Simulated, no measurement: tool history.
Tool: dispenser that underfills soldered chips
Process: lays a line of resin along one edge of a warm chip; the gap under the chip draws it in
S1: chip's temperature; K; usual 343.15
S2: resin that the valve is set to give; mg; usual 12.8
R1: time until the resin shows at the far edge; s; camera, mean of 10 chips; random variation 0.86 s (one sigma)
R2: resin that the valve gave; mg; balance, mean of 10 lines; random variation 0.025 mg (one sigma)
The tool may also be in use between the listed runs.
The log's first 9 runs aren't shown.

run	hour	S1	S2	R1	R2
# hour 77.7: new syringe of resin
10	81.1	343.15	12.8	81.8	12.62
# hour 89.7: new syringe of resin
11	90.5	354.15	12.8	47.8	12.56
12	97.4	354.15	12.8	57.8	12.53
# hour 101.5: new syringe of resin
13	107.7	354.15	12.8	56.9	12.48
# hour 114.2: new syringe of resin
14	117.5	354.15	15.3	49.7	14.85
# hour 123.2: dispensing valve cleaned and set on the balance
15	124.6	354.15	14.5	60.0	14.51
# hour 127.5: new syringe of resin
16	137.8	352.15	12.8	68.4	12.76
# hour 139.3: new syringe of resin
# hour 151.2: new syringe of resin
17	152.3	352.15	12.8	51.5	12.71
18	161.9	343.15	12.8	99.4	12.65
# hour 163.0: new syringe of resin
19	168.3	346.15	13.1	77.0	12.92
# hour 174.9: new syringe of resin
20	179.1	355.15	12.8	51.0	12.64
# hour 187.5: new syringe of resin
21	189.8	350.15	11.6	61.6	11.40
# hour 199.9: new syringe of resin
22	204.5	333.15	11.3	145.8	11.03
23	211.2	349.15	14.6	78.3	14.21
# hour 212.7: new syringe of resin
# hour 219.4: dispensing valve cleaned and set on the balance
24	224.8	349.15	14.6	77.0	14.58
# hour 226.0: new syringe of resin
# hour 238.4: new syringe of resin
25	239.1	349.15	14.6	58.1	14.51

Forecast run 26:
26	246.5	329.15	13.1	?	?

{"run 26": {"R1": 178.8, "R2": 12.98}}
Without the tool's hidden state the same run would have given R1 155.3 s, R2 13.09 mg.

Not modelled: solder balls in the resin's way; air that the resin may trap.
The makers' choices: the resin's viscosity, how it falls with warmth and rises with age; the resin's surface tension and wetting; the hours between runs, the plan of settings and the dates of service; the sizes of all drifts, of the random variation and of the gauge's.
